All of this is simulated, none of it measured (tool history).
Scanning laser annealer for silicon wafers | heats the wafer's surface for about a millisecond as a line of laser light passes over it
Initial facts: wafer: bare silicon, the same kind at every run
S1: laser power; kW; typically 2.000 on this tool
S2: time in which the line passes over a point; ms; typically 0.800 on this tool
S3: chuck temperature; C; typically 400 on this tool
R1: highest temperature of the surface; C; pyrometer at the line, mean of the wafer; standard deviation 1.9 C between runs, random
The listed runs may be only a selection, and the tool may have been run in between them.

Run 1, hour 0.0: usual settings. Result: R1 1227 C.
Run 2, hour 14.6: usual settings. Result: R1 1223 C.
Run 3, hour 26.4: usual settings. Result: R1 1224 C.
Run 4, hour 38.9: usual settings. Result: R1 1221 C.
Run 5, hour 47.3: usual settings. Result: R1 1227 C.
Run 6, hour 55.4: usual settings. Result: R1 1224 C.
Run 7, hour 65.6: usual settings. Result: R1 1224 C.
Run 8, hour 77.5: usual settings but S1 2.088 kW. Result: R1 1274 C.
Run 9, hour 87.4: usual settings but S1 2.088 kW. Result: R1 1266 C.
Run 10, hour 102.1: usual settings. Result: R1 1226 C.
Run 11, hour 110.8: usual settings. Result: R1 1220 C.
Run 12, hour 122.7: usual settings. Result: R1 1220 C.
Run 13, hour 133.8: usual settings. Result: R1 1225 C.
Run 14, hour 142.6: usual settings but S2 0.863 ms, S3 376 C. Result: R1 1229 C.
Run 15, hour 151.3: usual settings but S2 0.863 ms, S3 376 C. Result: R1 1231 C.
Run 16, hour 160.7: usual settings but S2 0.863 ms, S3 376 C. Result: R1 1227 C.
Run 17, hour 173.9: usual settings but S1 1.707 kW, S2 0.813 ms, S3 433 C. Result: R1 1114 C.
Run 18, hour 183.4: usual settings but S1 1.723 kW, S2 0.813 ms, S3 379 C. Result: R1 1063 C.
Run 19, hour 193.7: usual settings but S1 1.723 kW, S2 0.813 ms, S3 379 C. Result: R1 1067 C.
Run 20, hour 201.8: usual settings but S1 1.889 kW, S2 0.813 ms, S3 432 C. Result: R1 1202 C.
Run 21, hour 212.3: usual settings but S1 1.889 kW, S2 0.813 ms, S3 432 C. Result: R1 1200 C.
Run 22, hour 222.1: usual settings but S1 1.889 kW, S2 0.813 ms, S3 432 C. Result: R1 1202 C.
Run 23, hour 232.4: usual settings but S1 1.889 kW, S2 0.813 ms, S3 432 C. Result: R1 1199 C.
Run 24, hour 245.9: usual settings but S1 1.760 kW, S3 396 C. Result: R1 1098 C.
Run 25, hour 258.2: usual settings but S1 1.986 kW, S2 0.771 ms. Result: R1 1194 C.

4 ways to go on from here, each from the tool as it stands after run 25. What would each give?
Run A, hour 270.5: usual settings but S1 1.986 kW, S2 0.587 ms. Result: R1 ?.
Run B, hour 270.5: usual settings but S1 1.966 kW, S2 0.748 ms, S3 437 C. Result: R1 ?.
Run C, hour 270.5: usual settings but S1 2.031 kW, S2 0.822 ms. Result: R1 ?.
Run D, hour 270.5: usual settings but S1 2.143 kW, S2 0.775 ms, S3 409 C. Result: R1 ?.

run    R1
  A  1090
  B  1207
  C  1244
  D  1287
Take away the tool's hidden state, keep each run's random variation, and the runs would have read:
run    R1
  A  1112
  B  1231
  C  1270
  D  1314
